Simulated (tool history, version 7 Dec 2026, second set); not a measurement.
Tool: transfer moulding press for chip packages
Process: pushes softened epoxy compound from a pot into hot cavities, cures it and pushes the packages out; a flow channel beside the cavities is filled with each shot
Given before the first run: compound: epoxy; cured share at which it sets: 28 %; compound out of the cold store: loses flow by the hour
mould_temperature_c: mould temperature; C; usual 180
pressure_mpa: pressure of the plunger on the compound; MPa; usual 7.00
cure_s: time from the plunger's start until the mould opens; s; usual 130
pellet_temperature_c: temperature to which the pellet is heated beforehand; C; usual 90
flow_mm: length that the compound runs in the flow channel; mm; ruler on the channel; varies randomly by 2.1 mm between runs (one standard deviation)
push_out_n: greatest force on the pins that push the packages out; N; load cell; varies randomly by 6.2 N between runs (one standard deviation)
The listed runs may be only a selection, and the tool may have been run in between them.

run,day,mould_temperature_c,pressure_mpa,cure_s,pellet_temperature_c,incoming compound's hours out of the cold store,flow_mm,push_out_n
1,0.000,180,7.00,130,90,29.9,941,240
2,2.871,180,7.00,130,90,22.6,969,455
3,6.096,180,7.00,130,90,17.4,994,245
4,9.700,180,7.00,130,90,31.1,905,390
5,11.742,180,7.00,130,90,10.9,1011,393
6,14.171,180,7.00,130,90,31.6,924,253
7,16.188,180,7.00,152,90,13.4,1031,215
8,18.150,180,6.57,130,90,43.1,820,230
9,20.746,180,7.00,130,90,47.4,818,288
10,23.121,180,7.00,130,90,42.4,835,338
11,24.775,180,7.00,130,90,41.4,836,295
12,27.471,180,7.00,130,90,26.1,952,367
13,30.138,180,7.00,130,90,14.0,1017,229
14,32.796,180,7.00,130,90,33.9,891,304
15,36.529,180,6.03,148,90,16.7,910,242
16,39.825,176,8.76,124,81,36.8,1018,519
17,41.467,177,7.00,130,90,36.9,900,400
18,44.275,177,7.00,130,90,13.7,1027,459
19,46.712,175,6.24,130,83,46.9,792,340
20,50.362,182,6.24,130,98,47.0,792,337
21,53.250,176,6.24,124,98,29.3,897,337
22,55.379,176,7.87,124,98,39.3,939,331
23,58.171,180,7.00,142,82,22.6,956,307
24,61.146,180,7.00,142,82,19.8,960,360
25,63.242,172,5.65,134,82,8.7,1007,613

Not shown here: 36 entries made in the log between runs. Locate each between two listed runs and compare the hidden state at the listed run before it with the hidden state at the listed run after it:
In the gap between runs 1 and 2: cavities cleaned with cleaning compound and waxed (day 1.908)
  true mould temperature over the reading, C: 0.13 -> 0.21; pressure that reaches the compound, % of what is set: 99.63 -> 97.58; grip of the stained cavities, % over clean ones': 1.9 -> 96
  measured minus no-state result, flow_mm: -2 -> -13 mm; push_out_n: +3 -> +215 N
In the gap between runs 2 and 3: cavities cleaned with cleaning compound and waxed (day 3.929); cavities cleaned with cleaning compound and waxed (day 6.038)
  true mould temperature over the reading, C: 0.21 -> 0.29; pressure that reaches the compound, % of what is set: 97.58 -> 95.38; grip of the stained cavities, % over clean ones': 96 -> 6.2
  measured minus no-state result, flow_mm: -13 -> -25 mm; push_out_n: +215 -> +11 N
In the gap between runs 3 and 4: cavities cleaned with cleaning compound and waxed (day 8.050)
  true mould temperature over the reading, C: 0.29 -> 0.38; pressure that reaches the compound, % of what is set: 95.38 -> 92.97; grip of the stained cavities, % over clean ones': 6.2 -> 69.1
  measured minus no-state result, flow_mm: -25 -> -36 mm; push_out_n: +11 -> +155 N
In the gap between runs 4 and 5: cavities cleaned with cleaning compound and waxed (day 10.108)
  true mould temperature over the reading, C: 0.38 -> 0.44; pressure that reaches the compound, % of what is set: 92.97 -> 91.39; grip of the stained cavities, % over clean ones': 69.1 -> 70.4
  measured minus no-state result, flow_mm: -36 -> -49 mm; push_out_n: +155 -> +157 N
In the gap between runs 5 and 6: cavities cleaned with cleaning compound and waxed (day 12.058); plunger's sealing rings changed (day 12.529); cavities cleaned with cleaning compound and waxed (day 14.042)
  true mould temperature over the reading, C: 0.44 -> 0.5; pressure that reaches the compound, % of what is set: 91.39 -> 98.79; grip of the stained cavities, % over clean ones': 70.4 -> 10.4
  measured minus no-state result, flow_mm: -49 -> -8 mm; push_out_n: +157 -> +19 N
In the gap between runs 6 and 7: cavities cleaned with cleaning compound and waxed (day 16.188)
  true mould temperature over the reading, C: 0.5 -> 0.55; pressure that reaches the compound, % of what is set: 98.79 -> 97.41; grip of the stained cavities, % over clean ones': 10.4 -> 2.2
  measured minus no-state result, flow_mm: -8 -> -17 mm; push_out_n: +19 -> +3 N
In the gap between runs 7 and 8: cavities cleaned with cleaning compound and waxed (day 18.150)
  true mould temperature over the reading, C: 0.55 -> 0.6; pressure that reaches the compound, % of what is set: 97.41 -> 96.09; grip of the stained cavities, % over clean ones': 2.2 -> 1.7
  measured minus no-state result, flow_mm: -17 -> -19 mm; push_out_n: +3 -> -2 N
In the gap between runs 8 and 9: cavities cleaned with cleaning compound and waxed (day 20.233)
  true mould temperature over the reading, C: 0.6 -> 0.66; pressure that reaches the compound, % of what is set: 96.09 -> 94.4; grip of the stained cavities, % over clean ones': 1.7 -> 32.3
  measured minus no-state result, flow_mm: -19 -> -26 mm; push_out_n: -2 -> +66 N
In the gap between runs 9 and 10: cavities cleaned with cleaning compound and waxed, once more (day 22.242)
  true mould temperature over the reading, C: 0.66 -> 0.71; pressure that reaches the compound, % of what is set: 94.4 -> 92.73; grip of the stained cavities, % over clean ones': 32.3 -> 47.9
  measured minus no-state result, flow_mm: -26 -> -36 mm; push_out_n: +66 -> +101 N
In the gap between runs 10 and 11: cavities cleaned with cleaning compound and waxed (day 24.221)
  true mould temperature over the reading, C: 0.71 -> 0.76; pressure that reaches the compound, % of what is set: 92.73 -> 91.66; grip of the stained cavities, % over clean ones': 47.9 -> 38.1
  measured minus no-state result, flow_mm: -36 -> -41 mm; push_out_n: +101 -> +76 N
In the gap between runs 11 and 12: plunger's sealing rings changed (day 25.067); cavities cleaned with cleaning compound and waxed (day 26.242)
  true mould temperature over the reading, C: 0.76 -> 0.83; pressure that reaches the compound, % of what is set: 91.66 -> 98.17; grip of the stained cavities, % over clean ones': 38.1 -> 59.5
  measured minus no-state result, flow_mm: -41 -> -13 mm; push_out_n: +76 -> +127 N
In the gap between runs 12 and 13: cavities cleaned with cleaning compound and waxed (day 28.229); cavities cleaned with cleaning compound and waxed (day 30.138)
  true mould temperature over the reading, C: 0.83 -> 0.9; pressure that reaches the compound, % of what is set: 98.17 -> 96.33; grip of the stained cavities, % over clean ones': 59.5 -> 1.7
  measured minus no-state result, flow_mm: -13 -> -24 mm; push_out_n: +127 -> -6 N
In the gap between runs 13 and 14: cavities cleaned with cleaning compound and waxed (day 32.025)
  true mould temperature over the reading, C: 0.9 -> 0.96; pressure that reaches the compound, % of what is set: 96.33 -> 94.58; grip of the stained cavities, % over clean ones': 1.7 -> 45.9
  measured minus no-state result, flow_mm: -24 -> -29 mm; push_out_n: -6 -> +90 N
In the gap between runs 14 and 15: cavities cleaned with cleaning compound and waxed (day 34.129); mould's thermocouples calibrated (day 34.488); cavities cleaned with cleaning compound and waxed (day 36.154)
  true mould temperature over the reading, C: 0.96 -> 0.09; pressure that reaches the compound, % of what is set: 94.58 -> 92.07; grip of the stained cavities, % over clean ones': 45.9 -> 25.7
  measured minus no-state result, flow_mm: -29 -> -39 mm; push_out_n: +90 -> +50 N
In the gap between runs 15 and 16: plunger's sealing rings changed (day 37.721); cavities cleaned with cleaning compound and waxed (day 38.308)
  true mould temperature over the reading, C: 0.09 -> 0.17; pressure that reaches the compound, % of what is set: 92.07 -> 97.68; grip of the stained cavities, % over clean ones': 25.7 -> 65.2
  measured minus no-state result, flow_mm: -39 -> -13 mm; push_out_n: +50 -> +200 N
In the gap between runs 16 and 17: cavities cleaned with cleaning compound and waxed (day 40.438)
  true mould temperature over the reading, C: 0.17 -> 0.21; pressure that reaches the compound, % of what is set: 97.68 -> 96.58; grip of the stained cavities, % over clean ones': 65.2 -> 48.1
  measured minus no-state result, flow_mm: -13 -> -17 mm; push_out_n: +200 -> +126 N
In the gap between runs 17 and 18: cavities cleaned with cleaning compound and waxed (day 42.471)
  true mould temperature over the reading, C: 0.21 -> 0.29; pressure that reaches the compound, % of what is set: 96.58 -> 94.59; grip of the stained cavities, % over clean ones': 48.1 -> 72.5
  measured minus no-state result, flow_mm: -17 -> -31 mm; push_out_n: +126 -> +186 N
In the gap between runs 18 and 19: cavities cleaned with cleaning compound and waxed (day 44.492); cavities cleaned with cleaning compound and waxed (day 46.496)
  true mould temperature over the reading, C: 0.29 -> 0.35; pressure that reaches the compound, % of what is set: 94.59 -> 92.92; grip of the stained cavities, % over clean ones': 72.5 -> 16.1
  measured minus no-state result, flow_mm: -31 -> -32 mm; push_out_n: +186 -> +40 N
In the gap between runs 19 and 20: cavities cleaned with cleaning compound and waxed (day 48.712); plunger's sealing rings changed (day 50.317)
  true mould temperature over the reading, C: 0.35 -> 0.43; pressure that reaches the compound, % of what is set: 92.92 -> 99.86; grip of the stained cavities, % over clean ones': 16.1 -> 67
  measured minus no-state result, flow_mm: -32 -> -2 mm; push_out_n: +40 -> +133 N
In the gap between runs 20 and 21: cavities cleaned with cleaning compound and waxed (day 50.883); cavities cleaned with cleaning compound and waxed (day 53.071)
  true mould temperature over the reading, C: 0.43 -> 0.5; pressure that reaches the compound, % of what is set: 99.86 -> 98.09; grip of the stained cavities, % over clean ones': 67 -> 15.3
  measured minus no-state result, flow_mm: -2 -> -11 mm; push_out_n: +133 -> +35 N
In the gap between runs 21 and 22: cavities cleaned with cleaning compound and waxed (day 55.217)
  true mould temperature over the reading, C: 0.5 -> 0.56; pressure that reaches the compound, % of what is set: 98.09 -> 96.67; grip of the stained cavities, % over clean ones': 15.3 -> 12
  measured minus no-state result, flow_mm: -11 -> -19 mm; push_out_n: +35 -> +24 N
In the gap between runs 22 and 23: cavities cleaned with cleaning compound and waxed (day 57.304)
  true mould temperature over the reading, C: 0.56 -> 0.63; pressure that reaches the compound, % of what is set: 96.67 -> 94.7; grip of the stained cavities, % over clean ones': 12 -> 47.1
  measured minus no-state result, flow_mm: -19 -> -29 mm; push_out_n: +24 -> +93 N
In the gap between runs 23 and 24: cavities cleaned with cleaning compound and waxed (day 59.517)
  true mould temperature over the reading, C: 0.63 -> 0.71; pressure that reaches the compound, % of what is set: 94.7 -> 92.71; grip of the stained cavities, % over clean ones': 47.1 -> 71.1
  measured minus no-state result, flow_mm: -29 -> -41 mm; push_out_n: +93 -> +145 N
In the gap between runs 24 and 25: cavities cleaned with cleaning compound and waxed (day 61.458); plunger's sealing rings changed (day 62.883)
  true mould temperature over the reading, C: 0.71 -> 0.76; pressure that reaches the compound, % of what is set: 92.71 -> 99.53; grip of the stained cavities, % over clean ones': 71.1 -> 68.4
  measured minus no-state result, flow_mm: -41 -> -7 mm; push_out_n: +145 -> +222 N
